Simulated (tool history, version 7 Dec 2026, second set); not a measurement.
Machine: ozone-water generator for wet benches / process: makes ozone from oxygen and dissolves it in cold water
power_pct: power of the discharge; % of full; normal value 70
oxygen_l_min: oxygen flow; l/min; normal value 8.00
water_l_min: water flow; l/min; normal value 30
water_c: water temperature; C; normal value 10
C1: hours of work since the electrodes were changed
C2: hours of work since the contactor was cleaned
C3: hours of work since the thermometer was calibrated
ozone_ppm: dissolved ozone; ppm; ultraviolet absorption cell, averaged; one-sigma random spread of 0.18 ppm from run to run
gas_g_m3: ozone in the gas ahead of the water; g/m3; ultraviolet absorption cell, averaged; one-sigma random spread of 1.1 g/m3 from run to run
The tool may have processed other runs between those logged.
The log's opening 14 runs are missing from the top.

{"run": 15, "day": 27.092, "power_pct": 70, "oxygen_l_min": 8.0, "water_l_min": 29, "water_c": 11, "C1": 1074, "C2": 5296, "C3": 5241, "ozone_ppm": 26.0, "gas_g_m3": 184.3}
{"run": 16, "day": 29.292, "power_pct": 70, "oxygen_l_min": 8.0, "water_l_min": 29, "water_c": 11, "C1": 1108, "C2": 5330, "C3": 5276, "ozone_ppm": 26.0, "gas_g_m3": 185.4}
{"day": 30.512, "done": "gauge calibrated"}
{"run": 17, "day": 31.675, "power_pct": 70, "oxygen_l_min": 8.0, "water_l_min": 30, "water_c": 10, "C1": 1145, "C2": 5367, "C3": 5312, "ozone_ppm": 25.3, "gas_g_m3": 192.3}
{"run": 18, "day": 33.954, "power_pct": 81, "oxygen_l_min": 8.0, "water_l_min": 30, "water_c": 10, "C1": 1181, "C2": 5402, "C3": 5348, "ozone_ppm": 28.2, "gas_g_m3": 210.1}
{"run": 19, "day": 35.442, "power_pct": 68, "oxygen_l_min": 8.0, "water_l_min": 30, "water_c": 10, "C1": 1204, "C2": 5425, "C3": 5371, "ozone_ppm": 25.2, "gas_g_m3": 188.2}
{"run": 20, "day": 36.854, "power_pct": 68, "oxygen_l_min": 8.0, "water_l_min": 30, "water_c": 10, "C1": 1226, "C2": 5447, "C3": 5393, "ozone_ppm": 25.2, "gas_g_m3": 186.1}
{"run": 21, "day": 38.675, "power_pct": 68, "oxygen_l_min": 8.0, "water_l_min": 30, "water_c": 10, "C1": 1254, "C2": 5475, "C3": 5421, "ozone_ppm": 24.7, "gas_g_m3": 185.1}
{"run": 22, "day": 39.946, "power_pct": 97, "oxygen_l_min": 8.0, "water_l_min": 21, "water_c": 10, "C1": 1274, "C2": 5495, "C3": 5441, "ozone_ppm": 42.4, "gas_g_m3": 235.0}
{"run": 23, "day": 42.512, "power_pct": 97, "oxygen_l_min": 8.0, "water_l_min": 30, "water_c": 18, "C1": 1313, "C2": 5535, "C3": 5480, "ozone_ppm": 28.6, "gas_g_m3": 233.7}
{"run": 24, "day": 44.075, "power_pct": 97, "oxygen_l_min": 4.87, "water_l_min": 30, "water_c": 18, "C1": 1338, "C2": 5559, "C3": 5505, "ozone_ppm": 30.1, "gas_g_m3": 328.7}
{"run": 25, "day": 46.404, "power_pct": 97, "oxygen_l_min": 4.87, "water_l_min": 30, "water_c": 18, "C1": 1374, "C2": 5595, "C3": 5541, "ozone_ppm": 29.9, "gas_g_m3": 328.5}
{"run": 26, "day": 48.012, "power_pct": 54, "oxygen_l_min": 8.55, "water_l_min": 30, "water_c": 9, "C1": 1399, "C2": 5620, "C3": 5566, "ozone_ppm": 21.8, "gas_g_m3": 151.1}
{"run": 27, "day": 49.767, "power_pct": 70, "oxygen_l_min": 10.62, "water_l_min": 30, "water_c": 10, "C1": 1426, "C2": 5647, "C3": 5593, "ozone_ppm": 24.6, "gas_g_m3": 152.6}
{"run": 28, "day": 52.262, "power_pct": 44, "oxygen_l_min": 8.0, "water_l_min": 30, "water_c": 5, "C1": 1464, "C2": 5686, "C3": 5632, "ozone_ppm": 20.1, "gas_g_m3": 140.0}
{"run": 29, "day": 54.288, "power_pct": 51, "oxygen_l_min": 8.0, "water_l_min": 20, "water_c": 5, "C1": 1496, "C2": 5717, "C3": 5663, "ozone_ppm": 30.8, "gas_g_m3": 151.0}
{"run": 30, "day": 56.271, "power_pct": 49, "oxygen_l_min": 4.26, "water_l_min": 18, "water_c": 8, "C1": 1527, "C2": 5748, "C3": 5694, "ozone_ppm": 33.1, "gas_g_m3": 230.4}
{"run": 31, "day": 58.346, "power_pct": 70, "oxygen_l_min": 8.0, "water_l_min": 26, "water_c": 9, "C1": 1559, "C2": 5780, "C3": 5726, "ozone_ppm": 29.1, "gas_g_m3": 185.5}
{"run": 32, "day": 60.425, "power_pct": 70, "oxygen_l_min": 8.0, "water_l_min": 26, "water_c": 9, "C1": 1591, "C2": 5812, "C3": 5758, "ozone_ppm": 29.4, "gas_g_m3": 187.1}
{"day": 61.212, "done": "gauge calibrated"}
{"run": 33, "day": 61.729, "power_pct": 80, "oxygen_l_min": 8.79, "water_l_min": 24, "water_c": 9, "C1": 1611, "C2": 5833, "C3": 5778, "ozone_ppm": 33.5, "gas_g_m3": 195.9}
{"run": 34, "day": 63.275, "power_pct": 80, "oxygen_l_min": 8.79, "water_l_min": 24, "water_c": 9, "C1": 1635, "C2": 5857, "C3": 5802, "ozone_ppm": 33.9, "gas_g_m3": 193.0}

Below are 3 alternative next runs, each starting from the tool's condition after run 34. Predict each:
{"run": "A", "day": 65.525, "power_pct": 70, "oxygen_l_min": 8.0, "water_l_min": 30, "water_c": 15, "C1": 1670, "C2": 5891, "C3": 5837, "ozone_ppm": "?", "gas_g_m3": "?"}
{"run": "B", "day": 65.525, "power_pct": 63, "oxygen_l_min": 8.0, "water_l_min": 30, "water_c": 10, "C1": 1670, "C2": 5891, "C3": 5837, "ozone_ppm": "?", "gas_g_m3": "?"}
{"run": "C", "day": 65.525, "power_pct": 97, "oxygen_l_min": 8.0, "water_l_min": 30, "water_c": 10, "C1": 1670, "C2": 5891, "C3": 5837, "ozone_ppm": "?", "gas_g_m3": "?"}

run=A ozone_ppm=23.7 gas_g_m3=189.7
run=B ozone_ppm=23.8 gas_g_m3=175.8
run=C ozone_ppm=31.4 gas_g_m3=234.3
Without the tool's unlogged condition, the same runs would have read:
run=A ozone_ppm=23.7 gas_g_m3=190.5
run=B ozone_ppm=23.8 gas_g_m3=176.5
run=C ozone_ppm=31.4 gas_g_m3=235.3
